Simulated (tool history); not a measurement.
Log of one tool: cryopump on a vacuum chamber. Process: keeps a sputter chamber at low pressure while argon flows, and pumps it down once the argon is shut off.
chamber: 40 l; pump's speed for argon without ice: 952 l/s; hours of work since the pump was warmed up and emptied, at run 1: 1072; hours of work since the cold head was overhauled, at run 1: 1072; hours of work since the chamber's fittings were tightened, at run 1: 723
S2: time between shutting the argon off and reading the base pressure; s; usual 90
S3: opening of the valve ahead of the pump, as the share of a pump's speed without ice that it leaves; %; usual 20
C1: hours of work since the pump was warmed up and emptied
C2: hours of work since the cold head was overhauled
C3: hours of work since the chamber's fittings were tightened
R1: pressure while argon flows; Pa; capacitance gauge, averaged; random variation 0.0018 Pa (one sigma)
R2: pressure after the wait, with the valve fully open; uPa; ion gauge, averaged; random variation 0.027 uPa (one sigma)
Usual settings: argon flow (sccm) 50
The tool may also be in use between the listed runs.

Run 1, day 0: usual settings; C1 1072; C2 1072; C3 723. Result: R1 0.4684 Pa, R2 3.43 uPa.
Run 2, day 4.092: usual settings but argon flow (sccm) 21; C1 1145; C2 1145; C3 796. Result: R1 0.1974 Pa, R2 3.67 uPa.
At day 6: pump warmed up, emptied and cooled again.
Run 3, day 8.058: usual settings but argon flow (sccm) 21; C1 36; C2 1211; C3 863. Result: R1 0.1881 Pa, R2 3.11 uPa.
Run 4, day 11.821: usual settings but argon flow (sccm) 21; C1 103; C2 1278; C3 929. Result: R1 0.1874 Pa, R2 3.28 uPa.
Run 5, day 14.133: usual settings but argon flow (sccm) 21; C1 144; C2 1319; C3 970. Result: R1 0.1866 Pa, R2 3.41 uPa.
Run 6, day 18.417: usual settings but argon flow (sccm) 21; C1 220; C2 1395; C3 1046. Result: R1 0.1898 Pa, R2 3.74 uPa.
Run 7, day 21.138: usual settings but argon flow (sccm) 87; C1 268; C2 1443; C3 1094. Result: R1 0.7856 Pa, R2 3.69 uPa.
Run 8, day 23.896: usual settings but argon flow (sccm) 87, S3 39 %; C1 317; C2 1492; C3 1143. Result: R1 0.4089 Pa, R2 3.94 uPa.
Run 9, day 27.908: usual settings but S2 203 s; C1 388; C2 1563; C3 1214. Result: R1 0.4493 Pa, R2 3.57 uPa.
Run 10, day 30.467: usual settings but S3 28 %; C1 434; C2 1608; C3 1260. Result: R1 0.3258 Pa, R2 4.18 uPa.
Run 11, day 33.867: usual settings but S3 28 %; C1 494; C2 1669; C3 1320. Result: R1 0.3297 Pa, R2 4.3 uPa.
Run 12, day 36.533: usual settings but S2 57 s; C1 541; C2 1716; C3 1367. Result: R1 0.4561 Pa, R2 5.14 uPa.
Run 13, day 39.4: usual settings but argon flow (sccm) 55; C1 592; C2 1767; C3 1418. Result: R1 0.4996 Pa, R2 4.78 uPa.
At day 41.292: leaking fittings of the chamber tightened, without venting.
Run 14, day 43.75: usual settings but argon flow (sccm) 55, S3 21 %; C1 668; C2 1842; C3 44. Result: R1 0.4861 Pa, R2 1.56 uPa.
Run 15, day 47.7: usual settings but argon flow (sccm) 55, S2 213 s; C1 738; C2 1912; C3 114. Result: R1 0.5101 Pa, R2 1.07 uPa.
Run 16, day 52.221: usual settings but argon flow (sccm) 55, S2 213 s; C1 818; C2 1993; C3 194. Result: R1 0.5128 Pa, R2 1.34 uPa.
Run 17, day 56.783: usual settings but argon flow (sccm) 55, S2 213 s; C1 899; C2 2074; C3 275. Result: R1 0.5154 Pa, R2 1.57 uPa.
Run 18, day 61.138: usual settings but argon flow (sccm) 79, S2 198 s, S3 31 %; C1 976; C2 2151; C3 352. Result: R1 0.4944 Pa, R2 1.77 uPa.
Run 19, day 65.35: usual settings but argon flow (sccm) 31, S2 198 s, S3 16 %; C1 1051; C2 2225; C3 427. Result: R1 0.3629 Pa, R2 2 uPa.
Run 20, day 67.975: usual settings but argon flow (sccm) 67, S3 16 %; C1 1097; C2 2272; C3 473. Result: R1 0.7871 Pa, R2 2.63 uPa.
At day 72.442: pump warmed up, emptied and cooled again.
Run 21, day 73.512: usual settings but argon flow (sccm) 29, S2 63 s; C1 19; C2 2366; C3 567. Result: R1 0.2603 Pa, R2 2.9 uPa.
Run 22, day 76.583: usual settings but argon flow (sccm) 29, S2 63 s; C1 73; C2 2421; C3 622. Result: R1 0.2591 Pa, R2 3.03 uPa.
Run 23, day 80.65: usual settings but argon flow (sccm) 29, S2 63 s; C1 146; C2 2493; C3 694. Result: R1 0.2609 Pa, R2 3.21 uPa.
Run 24, day 84.375: usual settings but argon flow (sccm) 59, S2 66 s, S3 33 %; C1 212; C2 2559; C3 760. Result: R1 0.3263 Pa, R2 3.27 uPa.
Run 25, day 88.738: usual settings but argon flow (sccm) 20, S3 26 %; C1 289; C2 2636; C3 837. Result: R1 0.1397 Pa, R2 3.22 uPa.
Run 26, day 93.454: usual settings but argon flow (sccm) 20, S3 26 %; C1 373; C2 2720; C3 921. Result: R1 0.1405 Pa, R2 3.51 uPa.
Run 27, day 98.179: usual settings but argon flow (sccm) 20, S3 26 %; C1 456; C2 2804; C3 1005. Result: R1 0.1419 Pa, R2 3.75 uPa.

Forecast each of these 4 alternatives for the next run:
Run A, day 102.917: usual settings but argon flow (sccm) 31, S3 26 %; C1 540; C2 2888; C3 1089. Result: R1 ?, R2 ?.
Run B, day 102.917: usual settings but argon flow (sccm) 20, S2 138 s, S3 26 %; C1 540; C2 2888; C3 1089. Result: R1 ?, R2 ?.
Run C, day 102.917: usual settings but argon flow (sccm) 58, S2 91 s, S3 37 %; C1 540; C2 2888; C3 1089. Result: R1 ?, R2 ?.
Run D, day 102.917: usual settings but argon flow (sccm) 49, S2 22 s, S3 31 %; C1 540; C2 2888; C3 1089. Result: R1 ?, R2 ?.

run      R1    R2
  A  0.2219  3.86
  B   0.143  3.78
  C  0.2953  3.85
  D  0.2969  6.71
Without the tool's hidden state the same runs would have given:
run      R1    R2
  A  0.2124  1.18
  B  0.1368  0.96
  C  0.2775  1.17
  D  0.2818     4
